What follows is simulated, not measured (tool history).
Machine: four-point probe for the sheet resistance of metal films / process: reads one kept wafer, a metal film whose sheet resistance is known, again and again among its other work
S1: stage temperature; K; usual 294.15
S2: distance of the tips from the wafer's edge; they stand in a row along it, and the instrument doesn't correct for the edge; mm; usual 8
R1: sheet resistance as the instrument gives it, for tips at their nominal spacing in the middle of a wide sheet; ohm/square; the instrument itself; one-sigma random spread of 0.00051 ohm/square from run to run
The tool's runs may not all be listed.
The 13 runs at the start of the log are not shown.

{"run": 14, "hour": 1341.2, "S1": 296.15, "S2": 8, "R1": 2.558972}
{"run": 15, "hour": 1437.8, "S1": 296.15, "S2": 8, "R1": 2.558901}
{"hour": 1498.6, "done": "stage's thermometer calibrated"}
{"run": 16, "hour": 1535.2, "S1": 296.15, "S2": 8, "R1": 2.551648}
{"run": 17, "hour": 1665.0, "S1": 296.15, "S2": 8, "R1": 2.552237}
{"run": 18, "hour": 1724.1, "S1": 296.15, "S2": 8, "R1": 2.552758}
{"run": 19, "hour": 1786.4, "S1": 296.15, "S2": 8, "R1": 2.552089}
{"run": 20, "hour": 1900.2, "S1": 296.15, "S2": 8, "R1": 2.553401}
{"run": 21, "hour": 2031.2, "S1": 302.15, "S2": 8, "R1": 2.550245}
{"run": 22, "hour": 2102.9, "S1": 302.15, "S2": 8, "R1": 2.551015}
{"run": 23, "hour": 2161.0, "S1": 302.15, "S2": 8, "R1": 2.552224}
{"run": 24, "hour": 2283.5, "S1": 302.15, "S2": 8, "R1": 2.552486}
{"run": 25, "hour": 2346.4, "S1": 294.15, "S2": 8, "R1": 2.556726}
{"run": 26, "hour": 2452.5, "S1": 294.15, "S2": 8, "R1": 2.558619}
{"run": 27, "hour": 2566.4, "S1": 294.15, "S2": 8, "R1": 2.558282}
{"run": 28, "hour": 2637.8, "S1": 292.15, "S2": 26, "R1": 2.530245}
{"run": 29, "hour": 2730.2, "S1": 305.15, "S2": 24, "R1": 2.523211}
{"run": 30, "hour": 2814.3, "S1": 305.15, "S2": 7, "R1": 2.564377}
{"run": 31, "hour": 2897.9, "S1": 305.15, "S2": 7, "R1": 2.565082}
{"run": 32, "hour": 3025.1, "S1": 303.15, "S2": 45, "R1": 2.523293}
{"run": 33, "hour": 3154.9, "S1": 300.15, "S2": 6, "R1": 2.584691}
{"run": 34, "hour": 3216.9, "S1": 300.15, "S2": 6, "R1": 2.584519}
{"run": 35, "hour": 3309.5, "S1": 294.15, "S2": 6, "R1": 2.58838}
{"run": 36, "hour": 3443.6, "S1": 305.15, "S2": 16, "R1": 2.532085}
{"run": 37, "hour": 3540.4, "S1": 292.15, "S2": 6, "R1": 2.591277}
{"run": 38, "hour": 3654.5, "S1": 295.15, "S2": 18, "R1": 2.537465}

The next listed run, before its measurement:
{"run": 39, "hour": 3754.5, "S1": 294.15, "S2": 27, "R1": "?"}

R1: 2.533853 ohm/square
The same run, on a tool lacking any hidden state, would have yielded R1 2.502810 ohm/square.
